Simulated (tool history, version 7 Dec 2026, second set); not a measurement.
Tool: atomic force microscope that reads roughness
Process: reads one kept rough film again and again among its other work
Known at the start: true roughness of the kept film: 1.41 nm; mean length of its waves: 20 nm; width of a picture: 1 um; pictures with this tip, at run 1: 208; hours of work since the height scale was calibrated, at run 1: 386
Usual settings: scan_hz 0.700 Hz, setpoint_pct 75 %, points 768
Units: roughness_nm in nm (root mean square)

run	hour	scan_hz	setpoint_pct	points	pictures with this tip	hours of work since the height scale was calibrated	roughness_nm
1	0.0	0.700	75	768	208	386	1.065
2	10.4	0.700	75	768	226	392	1.059
3	28.0	0.700	75	768	255	403	1.033
4	39.8	0.700	75	768	275	410	1.032
5	50.5	2.655	75	768	293	416	0.942
6	67.8	0.700	64	768	322	427	1.008
# hour 72.2: new tip fitted
7	82.5	0.700	75	294	17	435	1.197
# hour 84.9: height scale calibrated on a step standard
8	93.6	0.700	75	294	34	5	1.181
9	102.0	2.198	75	322	48	10	1.110
10	116.5	0.733	62	273	73	19	1.168
11	129.1	0.733	62	273	94	27	1.147
12	145.6	0.733	62	273	122	37	1.124
13	158.7	0.733	62	273	144	45	1.115

The next listed run, before its measurement:
# hour 176.3: height scale calibrated on a step standard, once more
14	176.3	0.524	61	378	172	0	?

{"run 14": {"roughness_nm": 1.1}}
Without the tool's hidden state the same run would have given roughness_nm 1.251 nm (root mean square).
